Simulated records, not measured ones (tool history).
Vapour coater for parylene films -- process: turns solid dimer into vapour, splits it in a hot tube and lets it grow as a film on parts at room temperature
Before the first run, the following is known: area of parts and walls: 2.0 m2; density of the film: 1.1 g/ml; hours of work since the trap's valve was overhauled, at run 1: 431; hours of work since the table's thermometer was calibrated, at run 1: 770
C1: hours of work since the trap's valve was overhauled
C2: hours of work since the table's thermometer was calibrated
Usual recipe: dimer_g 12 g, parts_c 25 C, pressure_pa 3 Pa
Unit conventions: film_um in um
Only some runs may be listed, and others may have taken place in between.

{"run": 1, "hour": 0.0, "dimer_g": 12, "parts_c": 25, "pressure_pa": 3, "C1": 431, "C2": 770, "film_um": 2.84}
{"run": 2, "hour": 43.1, "dimer_g": 12, "parts_c": 25, "pressure_pa": 3, "C1": 468, "C2": 806, "film_um": 2.83}
{"run": 3, "hour": 110.3, "dimer_g": 12, "parts_c": 25, "pressure_pa": 3, "C1": 524, "C2": 863, "film_um": 2.79}
{"run": 4, "hour": 171.9, "dimer_g": 12, "parts_c": 25, "pressure_pa": 3, "C1": 576, "C2": 915, "film_um": 2.79}
{"run": 5, "hour": 221.8, "dimer_g": 12, "parts_c": 25, "pressure_pa": 3, "C1": 618, "C2": 957, "film_um": 2.73}
{"hour": 238.3, "done": "trap's valve overhauled"}
{"run": 6, "hour": 293.7, "dimer_g": 12, "parts_c": 25, "pressure_pa": 3, "C1": 47, "C2": 1014, "film_um": 3.14}
{"run": 7, "hour": 357.2, "dimer_g": 12, "parts_c": 25, "pressure_pa": 3, "C1": 100, "C2": 1067, "film_um": 3.14}
{"hour": 364.0, "done": "table's thermometer calibrated"}
{"run": 8, "hour": 398.6, "dimer_g": 8, "parts_c": 25, "pressure_pa": 3, "C1": 134, "C2": 29, "film_um": 2.06}
{"run": 9, "hour": 465.9, "dimer_g": 12, "parts_c": 25, "pressure_pa": 6.78, "C1": 191, "C2": 86, "film_um": 2.7}
{"run": 10, "hour": 517.2, "dimer_g": 11, "parts_c": 24, "pressure_pa": 7.62, "C1": 234, "C2": 129, "film_um": 2.38}
{"run": 11, "hour": 546.1, "dimer_g": 11, "parts_c": 24, "pressure_pa": 7.62, "C1": 258, "C2": 153, "film_um": 2.44}
{"run": 12, "hour": 575.9, "dimer_g": 11, "parts_c": 24, "pressure_pa": 7.62, "C1": 283, "C2": 178, "film_um": 2.44}
{"run": 13, "hour": 618.6, "dimer_g": 12, "parts_c": 25, "pressure_pa": 7.31, "C1": 319, "C2": 214, "film_um": 2.68}

Forecast each of these 5 alternatives for the next run:
{"hour": 656.3, "done": "table's thermometer calibrated, once more"}
{"run": "A", "hour": 688.1, "dimer_g": 12, "parts_c": 21, "pressure_pa": 5.65, "C1": 376, "C2": 27, "film_um": "?"}
{"hour": 656.3, "done": "table's thermometer calibrated, once more"}
{"run": "B", "hour": 688.1, "dimer_g": 21, "parts_c": 25, "pressure_pa": 7.15, "C1": 376, "C2": 27, "film_um": "?"}
{"hour": 656.3, "done": "table's thermometer calibrated, once more"}
{"run": "C", "hour": 688.1, "dimer_g": 11, "parts_c": 18, "pressure_pa": 3, "C1": 376, "C2": 27, "film_um": "?"}
{"hour": 656.3, "done": "table's thermometer calibrated, once more"}
{"run": "D", "hour": 688.1, "dimer_g": 7, "parts_c": 22, "pressure_pa": 2.06, "C1": 376, "C2": 27, "film_um": "?"}
{"hour": 656.3, "done": "table's thermometer calibrated, once more"}
{"run": "E", "hour": 688.1, "dimer_g": 11, "parts_c": 19, "pressure_pa": 2.05, "C1": 376, "C2": 27, "film_um": "?"}

run=A film_um=2.92
run=B film_um=4.61
run=C film_um=3.07
run=D film_um=1.94
run=E film_um=3.14
What these runs would have given with no unlogged condition in the tool:
run=A film_um=3.15
run=B film_um=4.97
run=C film_um=3.3
run=D film_um=2.09
run=E film_um=3.39
